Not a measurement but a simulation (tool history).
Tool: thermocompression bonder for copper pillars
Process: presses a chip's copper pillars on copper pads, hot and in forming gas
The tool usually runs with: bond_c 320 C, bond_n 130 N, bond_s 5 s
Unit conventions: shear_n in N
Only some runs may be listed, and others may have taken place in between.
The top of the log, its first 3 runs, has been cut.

Run 4, hour 54.7: usual settings but bond_n 150 N. Result: shear_n 57.9 N.
Run 5, hour 72.2: usual settings but bond_n 150 N. Result: shear_n 58.1 N.
Run 6, hour 83.2: usual settings. Result: shear_n 50.1 N.
Run 7, hour 101.9: usual settings. Result: shear_n 50.2 N.
Run 8, hour 122.0: usual settings but bond_s 10 s. Result: shear_n 62.9 N.
Run 9, hour 138.0: usual settings but bond_s 10 s. Result: shear_n 62.9 N.
Run 10, hour 155.0: usual settings but bond_s 10 s. Result: shear_n 63.1 N.
Run 11, hour 174.5: usual settings but bond_s 10 s. Result: shear_n 62.6 N.
Run 12, hour 184.3: usual settings but bond_c 331 C, bond_s 10 s. Result: shear_n 67.6 N.
Run 13, hour 201.7: usual settings. Result: shear_n 49.7 N.
Run 14, hour 214.8: usual settings but bond_n 89 N. Result: shear_n 33.0 N.
Run 15, hour 234.7: usual settings but bond_n 89 N. Result: shear_n 32.9 N.
Run 16, hour 248.0: usual settings but bond_n 89 N. Result: shear_n 33.2 N.
Run 17, hour 264.4: usual settings but bond_n 89 N. Result: shear_n 32.8 N.
Run 18, hour 278.1: usual settings but bond_n 89 N. Result: shear_n 32.6 N.
Run 19, hour 291.0: usual settings but bond_n 96 N, bond_s 4 s. Result: shear_n 32.6 N.

Run 20, settings as shown, results not yet in. Your forecast:
Run 20, hour 312.9: usual settings but bond_c 302 C, bond_n 159 N. Result: shear_n ?.

{"run 20": {"shear_n": 51.6}}
Had the tool carried no hidden state, the very same run would have given shear_n 47.2 N.

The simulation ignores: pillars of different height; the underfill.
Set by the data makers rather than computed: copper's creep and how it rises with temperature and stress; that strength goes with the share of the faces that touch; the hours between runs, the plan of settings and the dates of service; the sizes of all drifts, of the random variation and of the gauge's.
